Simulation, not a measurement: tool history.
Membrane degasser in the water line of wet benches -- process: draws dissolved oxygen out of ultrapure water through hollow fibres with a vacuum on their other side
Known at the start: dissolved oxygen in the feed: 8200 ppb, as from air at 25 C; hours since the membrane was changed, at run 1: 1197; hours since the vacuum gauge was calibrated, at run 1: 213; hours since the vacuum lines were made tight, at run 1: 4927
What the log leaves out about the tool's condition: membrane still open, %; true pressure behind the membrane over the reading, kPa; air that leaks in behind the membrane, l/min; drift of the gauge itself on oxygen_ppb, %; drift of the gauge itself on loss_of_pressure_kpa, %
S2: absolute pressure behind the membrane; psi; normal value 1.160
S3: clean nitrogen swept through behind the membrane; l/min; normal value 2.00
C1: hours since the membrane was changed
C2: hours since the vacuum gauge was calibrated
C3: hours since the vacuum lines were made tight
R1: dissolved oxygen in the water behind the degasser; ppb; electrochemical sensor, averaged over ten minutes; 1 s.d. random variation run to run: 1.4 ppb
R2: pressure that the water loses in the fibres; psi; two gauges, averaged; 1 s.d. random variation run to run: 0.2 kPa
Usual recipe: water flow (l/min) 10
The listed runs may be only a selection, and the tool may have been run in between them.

run 1 hour=0.0 | water_flow_(l/min)=10 S2=1.160 S3=2.00 | C1=1197 C2=213 C3=4927 | R1=142.8 R2=6.361
run 2 hour=54.5 | water_flow_(l/min)=10 S2=1.160 S3=2.00 | C1=1251 C2=268 C3=4982 | R1=145.9 R2=6.377
run 3 hour=95.5 | water_flow_(l/min)=10 S2=1.160 S3=2.00 | C1=1292 C2=309 C3=5023 | R1=146.3 R2=6.389
run 4 hour=153.3 | water_flow_(l/min)=10 S2=1.160 S3=2.65 | C1=1350 C2=367 C3=5081 | R1=131.0 R2=6.338
run 5 hour=201.6 | water_flow_(l/min)=6 S2=1.160 S3=2.00 | C1=1398 C2=415 C3=5129 | R1=61.3 R2=3.825
run 6 hour=225.3 | water_flow_(l/min)=6 S2=1.160 S3=2.00 | C1=1422 C2=439 C3=5153 | R1=63.0 R2=3.841
run 7 hour=267.2 | water_flow_(l/min)=6 S2=1.160 S3=2.00 | C1=1464 C2=481 C3=5195 | R1=62.0 R2=3.862
run 8 hour=316.5 | water_flow_(l/min)=15 S2=1.160 S3=2.00 | C1=1513 C2=530 C3=5244 | R1=278.0 R2=9.694
run 9 hour=363.3 | water_flow_(l/min)=10 S2=1.160 S3=2.00 | C1=1560 C2=577 C3=5291 | R1=147.1 R2=6.435
run 10 hour=410.0 | water_flow_(l/min)=10 S2=1.160 S3=2.00 | C1=1607 C2=623 C3=5337 | R1=145.4 R2=6.432
run 11 hour=434.9 | water_flow_(l/min)=10 S2=0.775 S3=2.00 | C1=1632 C2=648 C3=5362 | R1=113.5 R2=6.405
run 12 hour=486.4 | water_flow_(l/min)=10 S2=2.264 S3=2.00 | C1=1683 C2=700 C3=5414 | R1=240.2 R2=6.367
run 13 hour=539.7 | water_flow_(l/min)=10 S2=1.160 S3=2.00 | C1=1736 C2=753 C3=5467 | R1=145.0 R2=6.434
run 14 hour=595.7 | water_flow_(l/min)=10 S2=1.160 S3=2.00 | C1=1792 C2=809 C3=5523 | R1=144.8 R2=6.419
run 15 hour=648.6 | water_flow_(l/min)=10 S2=1.041 S3=2.00 | C1=1845 C2=862 C3=5576 | R1=136.1 R2=6.409
run 16 hour=706.1 | water_flow_(l/min)=10 S2=1.160 S3=2.00 | C1=1903 C2=920 C3=5634 | R1=148.0 R2=6.386
run 17 hour=759.5 | water_flow_(l/min)=10 S2=1.771 S3=3.25 | C1=1956 C2=973 C3=5687 | R1=155.5 R2=6.428
run 18 hour=798.3 | water_flow_(l/min)=8 S2=0.796 S3=1.09 | C1=1995 C2=1012 C3=5726 | R1=94.1 R2=5.117
run 19 hour=851.2 | water_flow_(l/min)=8 S2=0.796 S3=1.09 | C1=2048 C2=1065 C3=5779 | R1=94.2 R2=5.149
run 20 hour=908.4 | water_flow_(l/min)=8 S2=0.796 S3=1.09 | C1=2105 C2=1122 C3=5836 | R1=94.8 R2=5.168
run 21 hour=953.1 | water_flow_(l/min)=14 S2=1.185 S3=2.19 | C1=2150 C2=1167 C3=5881 | R1=248.9 R2=8.965
run 22 hour=978.2 | water_flow_(l/min)=8 S2=1.182 S3=0.93 | C1=2175 C2=1192 C3=5906 | R1=161.1 R2=5.131
run 23 hour=1002.6 | water_flow_(l/min)=8 S2=2.017 S3=0.93 | C1=2199 C2=1216 C3=5930 | R1=277.3 R2=5.191
run 24 hour=1030.5 | water_flow_(l/min)=8 S2=2.017 S3=0.93 | C1=2227 C2=1244 C3=5958 | R1=275.4 R2=5.156
run 25 hour=1056.3 | water_flow_(l/min)=8 S2=2.017 S3=0.93 | C1=2253 C2=1270 C3=5984 | R1=283.4 R2=5.178
run 26 hour=1095.9 | water_flow_(l/min)=14 S2=1.292 S3=0.93 | C1=2293 C2=1309 C3=6023 | R1=371.1 R2=9.039
run 27 hour=1151.5 | water_flow_(l/min)=14 S2=1.292 S3=0.93 | C1=2348 C2=1365 C3=6079 | R1=368.1 R2=9.052
run 28 hour=1185.4 | water_flow_(l/min)=10 S2=1.292 S3=5.44 | C1=2382 C2=1399 C3=6113 | R1=114.2 R2=6.428
run 29 hour=1228.5 | water_flow_(l/min)=7 S2=1.342 S3=0.88 | C1=2425 C2=1442 C3=6156 | R1=161.4 R2=4.531
run 30 hour=1264.5 | water_flow_(l/min)=10 S2=2.474 S3=3.64 | C1=2461 C2=1478 C3=6192 | R1=184.5 R2=6.425
run 31 hour=1290.9 | water_flow_(l/min)=10 S2=1.160 S3=5.34 | C1=2488 C2=1504 C3=6218 | R1=114.9 R2=6.445
run 32 hour=1330.4 | water_flow_(l/min)=10 S2=1.289 S3=1.12 | C1=2527 C2=1544 C3=6258 | R1=210.4 R2=6.390

Predict each of these 4 candidate next runs independently; none follows another, all start after run 32:
run A hour=1368.8 | water_flow_(l/min)=6 S2=1.160 S3=0.84 | C1=2565 C2=1582 C3=6296 | R1=? R2=?
run B hour=1368.8 | water_flow_(l/min)=10 S2=1.155 S3=1.78 | C1=2565 C2=1582 C3=6296 | R1=? R2=?
run C hour=1368.8 | water_flow_(l/min)=11 S2=1.160 S3=2.00 | C1=2565 C2=1582 C3=6296 | R1=? R2=?
run D hour=1368.8 | water_flow_(l/min)=9 S2=1.289 S3=1.12 | C1=2565 C2=1582 C3=6296 | R1=? R2=?

run=A R1=114.5 R2=3.854
run=B R1=154.3 R2=6.477
run=C R1=171.7 R2=7.055
run=D R1=184.0 R2=5.835
Without the tool's unlogged condition, the same runs would have read:
run=A R1=103.5 R2=3.756
run=B R1=140.8 R2=6.315
run=C R1=157.0 R2=6.876
run=D R1=169.4 R2=5.688
